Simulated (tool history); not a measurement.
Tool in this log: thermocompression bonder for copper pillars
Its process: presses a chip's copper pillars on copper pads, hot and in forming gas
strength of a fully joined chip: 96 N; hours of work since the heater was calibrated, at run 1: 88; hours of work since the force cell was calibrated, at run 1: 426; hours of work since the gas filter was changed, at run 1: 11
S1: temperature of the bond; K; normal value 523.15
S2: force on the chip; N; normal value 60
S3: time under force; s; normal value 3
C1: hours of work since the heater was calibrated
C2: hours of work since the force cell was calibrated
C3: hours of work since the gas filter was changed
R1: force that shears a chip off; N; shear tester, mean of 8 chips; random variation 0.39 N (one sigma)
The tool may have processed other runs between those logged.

| run | hour | S1 | S2 | S3 | C1 | C2 | C3 | R1 |
|---|---|---|---|---|---|---|---|---|
| 1 | 0 | 523.15 | 60 | 3 | 88 | 426 | 11 | 53.6 |
| 2 | 5.1 | 520.15 | 60 | 3 | 90 | 428 | 13 | 51.9 |
| 3 | 15.6 | 520.15 | 60 | 3 | 94 | 432 | 17 | 51.5 |
| 4 | 22.1 | 520.15 | 60 | 3 | 97 | 435 | 20 | 51.9 |
| 5 | 29.3 | 520.15 | 60 | 3 | 100 | 438 | 23 | 52.3 |
| 6 | 35.1 | 520.15 | 60 | 3 | 102 | 440 | 25 | 52.6 |
| 7 | 41.1 | 520.15 | 60 | 3 | 104 | 443 | 28 | 52.3 |
| 8 | 51.9 | 523.15 | 60 | 2 | 109 | 447 | 32 | 47 |
| 9 | 62.3 | 523.15 | 60 | 2 | 113 | 451 | 37 | 47 |
| 10 | 68.5 | 523.15 | 60 | 2 | 116 | 454 | 39 | 47.1 |
| 11 | 74.8 | 523.15 | 60 | 2 | 118 | 456 | 42 | 47 |
| 12 | 86.4 | 523.15 | 60 | 2 | 123 | 461 | 46 | 47.5 |
| 13 | 97.1 | 523.15 | 60 | 2 | 127 | 466 | 51 | 47.6 |
| 14 | 105.9 | 523.15 | 60 | 2 | 131 | 469 | 54 | 47.4 |
| 15 | 115.6 | 523.15 | 60 | 2 | 135 | 473 | 58 | 48 |
| 16 | 122.2 | 523.15 | 75 | 3 | 138 | 476 | 61 | 64.3 |
| 17 | 133.3 | 523.15 | 75 | 3 | 142 | 481 | 66 | 64.2 |
| 18 | 138.6 | 523.15 | 75 | 3 | 145 | 483 | 68 | 64.3 |
| 19 | 146.5 | 523.15 | 75 | 3 | 148 | 486 | 71 | 64.6 |
| 20 | 154.8 | 523.15 | 75 | 3 | 151 | 489 | 75 | 63.6 |
| 21 | 160.6 | 543.15 | 43 | 3 | 154 | 492 | 77 | 51.1 |
| 22 | 168.3 | 498.15 | 43 | 6 | 157 | 495 | 80 | 36.3 |

Predict the results of run 23:
| 23 | 177.5 | 512.15 | 60 | 3 | 161 | 499 | 84 | ? |

R1: 47.4 N
If the tool had no hidden condition, the same run with the same run-to-run variation would have returned R1 47.5 N.
